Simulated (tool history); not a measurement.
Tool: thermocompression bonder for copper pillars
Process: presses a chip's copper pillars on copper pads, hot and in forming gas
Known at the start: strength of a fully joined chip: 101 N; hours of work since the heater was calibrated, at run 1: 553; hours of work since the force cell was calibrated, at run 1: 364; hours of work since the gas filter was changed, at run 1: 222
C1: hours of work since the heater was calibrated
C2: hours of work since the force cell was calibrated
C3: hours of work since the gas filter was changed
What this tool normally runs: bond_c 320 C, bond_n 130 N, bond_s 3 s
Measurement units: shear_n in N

Run 1, hour 0.0: usual settings; C1 553; C2 364; C3 222. Result: shear_n 70.6 N.
Run 2, hour 80.5: usual settings; C1 605; C2 415; C3 273. Result: shear_n 69.3 N.
At hour 114.7: forming gas filter changed.
Run 3, hour 140.6: usual settings; C1 643; C2 453; C3 17. Result: shear_n 70.7 N.
Run 4, hour 227.5: usual settings; C1 699; C2 509; C3 72. Result: shear_n 71.2 N.
Run 5, hour 291.4: usual settings but bond_n 139 N; C1 739; C2 550; C3 113. Result: shear_n 74.2 N.
Run 6, hour 373.6: usual settings but bond_n 78 N; C1 792; C2 602; C3 166. Result: shear_n 50.4 N.
At hour 463.2: heater calibrated with a thermocouple chip.
Run 7, hour 466.6: usual settings but bond_n 78 N; C1 2; C2 661; C3 224. Result: shear_n 51.8 N.
Run 8, hour 514.5: usual settings but bond_n 155 N; C1 33; C2 691; C3 255. Result: shear_n 79.5 N.
Run 9, hour 568.1: usual settings but bond_c 326 C, bond_n 136 N; C1 67; C2 726; C3 289. Result: shear_n 76.0 N.
At hour 574.9: forming gas filter changed.
Run 10, hour 626.8: usual settings but bond_n 95 N; C1 104; C2 763; C3 33. Result: shear_n 59.0 N.
Run 11, hour 717.5: usual settings but bond_c 311 C, bond_s 2 s; C1 162; C2 821; C3 91. Result: shear_n 57.7 N.
Run 12, hour 796.0: usual settings but bond_c 312 C, bond_n 140 N, bond_s 4 s; C1 213; C2 871; C3 142. Result: shear_n 74.8 N.
At hour 847.1: force cell calibrated.
Run 13, hour 849.8: usual settings but bond_c 305 C, bond_n 184 N; C1 246; C2 2; C3 175. Result: shear_n 73.9 N.

Here are 4 independent what-if runs from the current tool condition. What would each one return?
Run A, hour 938.2: usual settings but bond_c 319 C, bond_n 184 N, bond_s 4 s; C1 303; C2 58; C3 232. Result: shear_n ?.
Run B, hour 938.2: usual settings but bond_c 327 C; C1 303; C2 58; C3 232. Result: shear_n ?.
Run C, hour 938.2: usual settings but bond_c 347 C, bond_n 184 N, bond_s 2 s; C1 303; C2 58; C3 232. Result: shear_n ?.
Run D, hour 938.2: usual settings but bond_c 347 C, bond_n 191 N, bond_s 5 s; C1 303; C2 58; C3 232. Result: shear_n ?.

run  shear_n
  A     88.0
  B     74.3
  C     90.2
  D    100.3
The same runs, with their run-to-run variation unchanged, on a tool lacking any hidden condition would have given:
run  shear_n
  A     88.1
  B     74.4
  C     90.4
  D    100.4

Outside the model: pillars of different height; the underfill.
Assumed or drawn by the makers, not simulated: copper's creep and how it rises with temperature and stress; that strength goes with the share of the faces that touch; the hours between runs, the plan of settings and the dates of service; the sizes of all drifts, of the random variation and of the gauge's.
